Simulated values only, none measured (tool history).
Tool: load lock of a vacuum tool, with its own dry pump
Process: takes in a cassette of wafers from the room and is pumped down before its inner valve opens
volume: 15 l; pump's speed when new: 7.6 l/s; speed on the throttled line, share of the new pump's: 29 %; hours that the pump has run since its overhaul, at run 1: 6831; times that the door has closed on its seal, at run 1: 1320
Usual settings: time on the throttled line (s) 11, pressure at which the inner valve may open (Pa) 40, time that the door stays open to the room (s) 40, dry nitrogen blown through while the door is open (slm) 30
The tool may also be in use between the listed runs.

run   hour  time on the throttled line (s)  pressure at which the inner valve may open (Pa)  time that the door stays open to the room (s)  dry nitrogen blown through while the door is open (slm)  hours that the pump has run since its overhaul  times that the door has closed on its seal  incoming humidity of the room's air, %  time from the closed door until the inner valve may open (s)  rise of the pressure with all valves shut (Pa/min)
  1      0                              11                                               40                                             40                                                       30                                            6831                                        1320                                    44.6                                                          23.9                                               0.031
  2   52.4                              11                                               40                                             40                                                       30                                            6883                                        1409                                      47                                                          23.9                                               0.025
  3   93.9                              15                                               40                                             40                                                       30                                            6925                                        1480                                    45.1                                                          26.6                                               0.031
  4  148.6                              15                                               40                                             40                                                       30                                            6979                                        1573                                    42.5                                                          26.4                                               0.029
  5  199.3                              15                                               40                                             40                                                       30                                            7030                                        1659                                    43.1                                                          26.8                                               0.029
  6  291.2                              11                                               40                                             40                                                       30                                            7122                                        1815                                    45.9                                                          23.7                                               0.035
  7  347.6                              11                                               40                                             40                                                       30                                            7178                                        1911                                    46.8                                                          23.8                                                0.03
  8  409.8                              11                                               34                                             40                                                       13                                            7241                                        2017                                    49.9                                                          24.2                                               0.037
  9  494.9                              11                                               40                                             65                                                       30                                            7326                                        2162                                    42.2                                                          23.9                                               0.039
 10  534.5                              10                                               40                                             40                                                       30                                            7365                                        2230                                    43.8                                                          23.3                                               0.034
 11  612.9                              10                                               40                                             40                                                       30                                            7444                                        2363                                    46.3                                                          23.3                                               0.033

Forecast each of these 4 alternatives for the next run:
  A  658.1                              11                                               40                                            100                                                       22                                            7489                                        2440                                    47.2                                                             ?                                                   ?
  B  658.1                              11                                               40                                             51                                                        5                                            7489                                        2440                                    44.4                                                             ?                                                   ?
  C  658.1                              10                                               40                                            213                                                        6                                            7489                                        2440                                    48.9                                                             ?                                                   ?
  D  658.1                               9                                               40                                             36                                                       11                                            7489                                        2440                                    45.4                                                             ?                                                   ?

run  time from the closed door until the inner valve may open (s)  rise of the pressure with all valves shut (Pa/min)
  A                                                            24                                               0.049
  B                                                          24.1                                               0.049
  C                                                          23.2                                               0.099
  D                                                          22.3                                               0.038
Without the tool's hidden state the same runs would have given:
run  time from the closed door until the inner valve may open (s)  rise of the pressure with all valves shut (Pa/min)
  A                                                          23.3                                               0.048
  B                                                          23.4                                               0.048
  C                                                          22.5                                               0.098
  D                                                          21.6                                               0.037
